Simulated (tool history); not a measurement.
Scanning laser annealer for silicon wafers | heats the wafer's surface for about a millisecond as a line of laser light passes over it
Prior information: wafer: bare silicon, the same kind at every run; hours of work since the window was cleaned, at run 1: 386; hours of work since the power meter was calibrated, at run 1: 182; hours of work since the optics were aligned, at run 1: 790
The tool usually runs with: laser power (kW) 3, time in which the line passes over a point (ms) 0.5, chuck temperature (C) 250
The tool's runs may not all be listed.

run   hour  laser power (kW)  time in which the line passes over a point (ms)  chuck temperature (C)  hours of work since the window was cleaned  hours of work since the power meter was calibrated  hours of work since the optics were aligned  highest temperature of the surface (C)
  1      0                 3                                              0.5                    250                                         386                                                 182                                          790                                     933
  2    9.5                 3                                              0.5                    250                                         392                                                 188                                          796                                     934
  3   17.3             3.142                                              0.5                    250                                         397                                                 194                                          801                                     975
  4   28.7             2.983                                              0.5                    250                                         404                                                 201                                          808                                     930
  5   36.9             2.983                                            0.549                    250                                         410                                                 206                                          814                                     964
  6     45                 3                                              0.5                    257                                         415                                                 212                                          819                                     940
  7   55.1                 3                                              0.5                    217                                         422                                                 218                                          825                                     897
  8   71.6                 3                                              0.5                    217                                         432                                                 229                                          836                                     896
  9   88.3                 3                                              0.5                    217                                         443                                                 240                                          847                                     899
 10   95.7                 3                                              0.5                    217                                         448                                                 245                                          852                                     898
 11  105.9                 3                                              0.5                    248                                         455                                                 251                                          859                                     929
 12    114                 3                                             0.36                    250                                         460                                                 256                                          864                                     818
 13  130.8             3.055                                             0.36                    250                                         471                                                 267                                          875                                     832
 14  139.1             3.102                                              0.5                    250                                         476                                                 273                                          880                                     956
 15  154.3                 3                                              0.5                    250                                         486                                                 283                                          890                                     929
 16  163.6                 3                                              0.5                    250                                         492                                                 289                                          896                                     929
 17  179.4                 3                                              0.5                    250                                         503                                                 299                                          906                                     928
 18  192.4                 3                                              0.5                    250                                         511                                                 307                                          915                                     928
 19  201.7             2.911                                              0.5                    250                                         517                                                 314                                          921                                     900
 20  218.2                 3                                              0.5                    239                                         528                                                 324                                          932                                     914
     222.4  -- laser's power meter calibrated
 21  236.2                 3                                              0.5                    239                                         538                                                   9                                          941                                     915
 22    253                 3                                              0.5                    239                                         548                                                  20                                          952                                     915
 23  261.6                 3                                              0.5                    239                                         554                                                  25                                          958                                     914
 24  269.2             2.933                                            0.498                    230                                         559                                                  30                                          963                                     881
     276.6  -- laser's power meter calibrated, once more
 25  283.4             2.933                                            0.498                    230                                         566                                                   4                                          970                                     880
 26  296.9             2.686                                            0.557                    250                                         575                                                  13                                          979                                     870
 27  312.5             2.686                                            0.557                    250                                         585                                                  23                                          989                                     867
 28  323.9             2.686                                            0.557                    250                                         593                                                  31                                          996                                     866
 29  339.7                 3                                            0.492                    214                                         603                                                  41                                         1007                                     877
 30    354             3.055                                            0.434                    276                                         612                                                  50                                         1016                                     910
     357.1  -- window over the wafer cleaned
 31  368.6             2.826                                              0.5                    236                                           7                                                  59                                         1024                                     883
 32  380.9             2.826                                             0.39                    238                                          15                                                  67                                         1032                                     803
 33  396.2             2.826                                             0.39                    238                                          25                                                  77                                         1042                                     802
 34  409.9             3.163                                            0.387                    210                                          34                                                  85                                         1051                                     857
 35  424.2                 3                                              0.5                    284                                          44                                                  95                                         1060                                     981
 36  441.4                 3                                              0.5                    284                                          55                                                 106                                         1072                                     977
 37  456.6                 3                                              0.5                    284                                          65                                                 116                                         1082                                     975
 38  466.5                 3                                              0.5                    284                                          71                                                 122                                         1088                                     980
 39  483.7             3.016                                              0.5                    267                                          82                                                 133                                         1099                                     965
 40  495.9                 3                                              0.5                    219                                          90                                                 141                                         1107                                     908
 41  503.6                 3                                             0.57                    248                                          95                                                 146                                         1112                                     989

The logged runs with the hidden state left out (each run's random variation unchanged):
What the log doesn't record here: light that passes the window, % of a clean one's; laser's true power over the reading, %; width of the line over the set one, %; drift of the gauge itself on peak_c, C.
run  highest temperature of the surface (C)
  1                                     963
  2                                     965
  3                                    1008
  4                                     961
  5                                     997
  6                                     972
  7                                     930
  8                                     929
  9                                     933
 10                                     932
 11                                     963
 12                                     847
 13                                     863
 14                                     994
 15                                     965
 16                                     966
 17                                     966
 18                                     966
 19                                     937
 20                                     953
 21                                     954
 22                                     955
 23                                     954
 24                                     921
 25                                     923
 26                                     912
 27                                     909
 28                                     909
 29                                     923
 30                                     955
 31                                     900
 32                                     818
 33                                     818
 34                                     876
 35                                    1002
 36                                     998
 37                                     997
 38                                    1002
 39                                     988
 40                                     932
 41                                    1015

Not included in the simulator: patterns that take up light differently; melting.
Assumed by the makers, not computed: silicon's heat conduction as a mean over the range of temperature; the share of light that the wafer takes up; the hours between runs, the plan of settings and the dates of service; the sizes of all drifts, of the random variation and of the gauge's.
